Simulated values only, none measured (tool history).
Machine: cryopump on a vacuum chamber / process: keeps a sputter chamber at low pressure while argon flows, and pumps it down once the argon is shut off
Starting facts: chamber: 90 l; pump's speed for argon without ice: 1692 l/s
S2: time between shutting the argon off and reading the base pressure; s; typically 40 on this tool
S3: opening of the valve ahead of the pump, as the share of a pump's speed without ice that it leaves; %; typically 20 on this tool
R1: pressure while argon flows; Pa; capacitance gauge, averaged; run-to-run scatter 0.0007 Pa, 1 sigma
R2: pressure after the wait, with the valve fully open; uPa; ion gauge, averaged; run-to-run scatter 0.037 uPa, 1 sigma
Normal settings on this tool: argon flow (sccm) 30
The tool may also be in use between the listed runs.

Run 1, hour 0.0: usual settings. Result: R1 0.1551 Pa, R2 2.79 uPa.
Run 2, hour 19.2: usual settings. Result: R1 0.1543 Pa, R2 2.78 uPa.
Run 3, hour 41.2: usual settings. Result: R1 0.1544 Pa, R2 2.77 uPa.
Run 4, hour 51.6: usual settings but S3 18 %. Result: R1 0.1718 Pa, R2 2.78 uPa.
Run 5, hour 73.1: usual settings but S3 18 %. Result: R1 0.1725 Pa, R2 2.88 uPa.
Run 6, hour 95.8: usual settings but S3 40 %. Result: R1 0.0791 Pa, R2 2.77 uPa.
Run 7, hour 109.6: usual settings. Result: R1 0.1550 Pa, R2 2.87 uPa.
Run 8, hour 131.7: usual settings but argon flow (sccm) 41, S3 17 %. Result: R1 0.2477 Pa, R2 2.79 uPa.
Run 9, hour 145.6: usual settings but argon flow (sccm) 18, S3 35 %. Result: R1 0.0544 Pa, R2 2.83 uPa.
Run 10, hour 157.6: usual settings but argon flow (sccm) 18, S3 35 %. Result: R1 0.0545 Pa, R2 2.84 uPa.
Run 11, hour 174.5: usual settings but argon flow (sccm) 51, S2 48 s, S3 24 %. Result: R1 0.2227 Pa, R2 2.53 uPa.
Run 12, hour 195.7: usual settings but argon flow (sccm) 31, S2 30 s, S3 22 %. Result: R1 0.1480 Pa, R2 3.60 uPa.
Run 13, hour 216.8: usual settings but S2 192 s, S3 46 %. Result: R1 0.0719 Pa, R2 1.42 uPa.
Run 14, hour 234.5: usual settings but argon flow (sccm) 17, S2 20 s, S3 46 %. Result: R1 0.0410 Pa, R2 4.85 uPa.

What if the next run were any one of these 5? Each begins from the tool's condition after run 14:
Run A, hour 251.4: usual settings but argon flow (sccm) 17, S2 30 s, S3 46 %. Result: R1 ?, R2 ?.
Run B, hour 251.4: usual settings but argon flow (sccm) 17, S2 113 s. Result: R1 ?, R2 ?.
Run C, hour 251.4: usual settings but argon flow (sccm) 49, S3 17 %. Result: R1 ?, R2 ?.
Run D, hour 251.4: usual settings but S3 19 %. Result: R1 ?, R2 ?.
Run E, hour 251.4: usual settings but argon flow (sccm) 14, S2 20 s, S3 46 %. Result: R1 ?, R2 ?.

run      R1    R2
  A  0.0416  3.55
  B  0.0894  1.62
  C  0.3002  2.89
  D  0.1651  2.98
  E  0.0348  4.91
With the hidden condition removed and each run's random variation left untouched, the same runs would have given:
run      R1    R2
  A  0.0373  2.72
  B  0.0851  0.82
  C  0.2877  2.06
  D  0.1574  2.14
  E  0.0312  4.07
